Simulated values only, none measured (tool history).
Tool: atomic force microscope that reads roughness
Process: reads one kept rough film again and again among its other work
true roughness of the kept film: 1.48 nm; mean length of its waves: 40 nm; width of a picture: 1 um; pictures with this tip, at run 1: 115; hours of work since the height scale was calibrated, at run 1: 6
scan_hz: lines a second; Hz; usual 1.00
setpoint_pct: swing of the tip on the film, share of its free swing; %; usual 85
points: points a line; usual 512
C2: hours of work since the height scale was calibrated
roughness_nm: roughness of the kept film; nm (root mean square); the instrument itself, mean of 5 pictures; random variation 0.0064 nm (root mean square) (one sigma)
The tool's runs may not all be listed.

Run 1, hour 0.0: usual settings; pictures with this tip 115; C2 6. Result: roughness_nm 1.198 nm (root mean square).
Run 2, hour 14.0: usual settings; pictures with this tip 137; C2 15. Result: roughness_nm 1.198 nm (root mean square).
Run 3, hour 24.2: usual settings; pictures with this tip 153; C2 21. Result: roughness_nm 1.178 nm (root mean square).
Run 4, hour 36.1: usual settings; pictures with this tip 172; C2 28. Result: roughness_nm 1.177 nm (root mean square).
Run 5, hour 42.3: usual settings; pictures with this tip 182; C2 32. Result: roughness_nm 1.188 nm (root mean square).
Run 6, hour 51.4: usual settings but setpoint_pct 57 %, points 881; pictures with this tip 196; C2 38. Result: roughness_nm 1.301 nm (root mean square).
Run 7, hour 64.6: usual settings but setpoint_pct 67 %; pictures with this tip 217; C2 46. Result: roughness_nm 1.258 nm (root mean square).
Run 8, hour 75.1: usual settings but points 451; pictures with this tip 234; C2 52. Result: roughness_nm 1.162 nm (root mean square).
At hour 87.5: new tip fitted.
Run 9, hour 89.2: usual settings but scan_hz 1.04 Hz, setpoint_pct 64 %; pictures with this tip 3; C2 60. Result: roughness_nm 1.348 nm (root mean square).
Run 10, hour 101.3: usual settings but setpoint_pct 66 %, points 631; pictures with this tip 22; C2 68. Result: roughness_nm 1.344 nm (root mean square).

4 ways to go on from here, each from the tool as it stands after run 10. What would each give?
Run A, hour 110.7: usual settings but scan_hz 0.57 Hz, points 369; pictures with this tip 37; C2 74. Result: roughness_nm ?.
Run B, hour 110.7: usual settings but scan_hz 0.84 Hz, setpoint_pct 66 %, points 631; pictures with this tip 37; C2 74. Result: roughness_nm ?.
Run C, hour 110.7: usual settings but scan_hz 1.89 Hz, setpoint_pct 80 %, points 529; pictures with this tip 37; C2 74. Result: roughness_nm ?.
Run D, hour 110.7: usual settings but scan_hz 2.39 Hz, setpoint_pct 71 %, points 454; pictures with this tip 37; C2 74. Result: roughness_nm ?.

run  roughness_nm
  A         1.290
  B         1.340
  C         1.157
  D         1.192
Without the tool's hidden state the same runs would have given:
run  roughness_nm
  A         1.315
  B         1.366
  C         1.179
  D         1.215
